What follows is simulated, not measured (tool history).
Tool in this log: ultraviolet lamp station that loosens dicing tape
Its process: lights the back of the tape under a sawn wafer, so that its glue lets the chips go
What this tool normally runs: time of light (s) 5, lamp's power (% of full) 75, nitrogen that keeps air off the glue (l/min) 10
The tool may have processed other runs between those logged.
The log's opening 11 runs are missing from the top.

run,day,time of light (s),lamp's power (% of full),nitrogen that keeps air off the glue (l/min),force that peels the tape off (N),light that reached the tape (J/m2)
12,15.121,5,75,10,0.759,1370
13,16.029,5,75,14,0.544,1330
14,16.875,4,75,14,0.985,1070
15,17.896,4,75,14,0.97,1110
16,19.433,4,75,14,1.023,1050
17,20.662,4,75,6,1.995,1040
# day 21.888: window cleaned of glue's vapour
18,22.154,5,76,10,0.966,1230
19,23.988,9,76,10,0.214,2150
20,25.608,9,76,10,0.224,2170
# day 26.633: window cleaned of glue's vapour, once more
21,26.662,9,76,10,0.14,2550
22,27.833,5,75,10,0.736,1370
23,29.558,5,69,10,0.922,1250
24,31.442,5,69,10,0.93,1260
25,32.304,6,78,15,0.297,1650
26,34.371,6,78,15,0.318,1590
27,35.879,6,92,10,0.306,1890
28,37.275,7,63,3,1.867,1530
29,38.671,4,60,10,2.178,810
30,39.762,9,69,4,0.716,2070
31,40.733,9,69,4,0.78,2020

The next listed run, before its measurement:
32,41.683,4,83,10,?,?

Run 32 came out at force that peels the tape off (N) 1.218, light that reached the tape (J/m2) 1100.
On a tool with no hidden condition, and with the same random variation, this run would have come out at force that peels the tape off (N) 0.336, light that reached the tape (J/m2) 1830.
